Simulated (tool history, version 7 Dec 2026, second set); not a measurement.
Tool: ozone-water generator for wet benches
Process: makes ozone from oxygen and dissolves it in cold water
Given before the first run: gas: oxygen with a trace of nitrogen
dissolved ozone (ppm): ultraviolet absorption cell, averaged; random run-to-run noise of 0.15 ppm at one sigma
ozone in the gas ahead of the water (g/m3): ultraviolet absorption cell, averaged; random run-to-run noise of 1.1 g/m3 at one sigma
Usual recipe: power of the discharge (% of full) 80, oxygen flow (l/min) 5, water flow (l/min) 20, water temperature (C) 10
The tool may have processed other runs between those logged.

run     day  power of the discharge (% of full)  oxygen flow (l/min)  water flow (l/min)  water temperature (C)  dissolved ozone (ppm)  ozone in the gas ahead of the water (g/m3)
  1       0                                  80                    5                  20                     10                   15.7                                       191.3
  2   0.671                                  80                    5                  20                     10                   15.5                                         191
  3   1.667                                  80                    5                  20                     10                   15.6                                       188.7
  4    2.25                                  80                    5                  20                     10                   15.4                                       190.4
  5   3.492                                  80                    5                  20                     10                   15.3                                       188.6
  6   4.725                                  80                    5                  16                     10                   19.3                                       186.8
  7     5.7                                  80                    5                  32                     10                    8.8                                       189.7
  8   6.471                                  80                    5                  32                     10                    8.9                                       189.9
  9   7.133                                  80                    5                  20                     10                   15.2                                       188.6
 10   7.933                                  80                 4.68                  20                     10                   15.2                                       190.3
 11   8.546                                  80                 4.68                  20                     10                   14.7                                       191.1
 12   9.125                                  80                 4.68                  20                     10                   14.9                                       193.3
 13  10.004                                  80                 4.68                  20                     10                     15                                       191.4
 14  11.117                                  80                 4.68                  20                     10                   14.8                                       191.4

Forecast run 15:
 15  11.742                                  80                 4.68                  20                     10                      ?                                           ?

{"run 15": {"dissolved ozone (ppm)": 14.8, "ozone in the gas ahead of the water (g/m3)": 190.7}}
On a tool with no hidden condition, and with the same random variation, this run would have come out at dissolved ozone (ppm) 17.3, ozone in the gas ahead of the water (g/m3) 198.8.
